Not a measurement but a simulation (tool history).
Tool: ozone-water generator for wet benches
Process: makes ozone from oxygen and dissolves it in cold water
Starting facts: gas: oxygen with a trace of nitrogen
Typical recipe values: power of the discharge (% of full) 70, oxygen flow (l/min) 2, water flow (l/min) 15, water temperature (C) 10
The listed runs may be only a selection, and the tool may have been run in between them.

run,hour,power of the discharge (% of full),oxygen flow (l/min),water flow (l/min),water temperature (C),dissolved ozone (ppm),ozone in the gas ahead of the water (g/m3)
1,0.0,70,2,15,10,8.7,140.6
2,14.5,70,2,15,10,8.9,141.0
3,37.2,70,2,15,10,8.9,140.7
4,56.6,70,2,15,10,8.9,141.8
5,84.6,70,2,15,18,8.0,140.0
6,98.6,70,2,15,18,8.1,139.1
7,113.3,70,2,15,18,8.0,139.2
8,141.7,70,2,15,9,9.0,142.0
9,173.7,70,2,13,9,10.1,139.5
10,187.8,70,2,23,9,5.4,139.9
11,203.3,70,2,23,9,5.3,140.4
12,216.8,70,2,14,16,9.0,139.8

Alternative continuations, all from the tool just after run 12; predict every row:
A,239.9,48,2,18,18,?,?
B,239.9,70,2,15,15,?,?
C,239.9,45,2,21,7,?,?

run,dissolved ozone (ppm),ozone in the gas ahead of the water (g/m3)
A,5.0,105.6
B,8.5,141.6
C,4.2,101.0
Take away the tool's hidden state, keep each run's random variation, and the runs would have read:
run,dissolved ozone (ppm),ozone in the gas ahead of the water (g/m3)
A,5.0,105.6
B,8.5,141.6
C,4.2,101.0
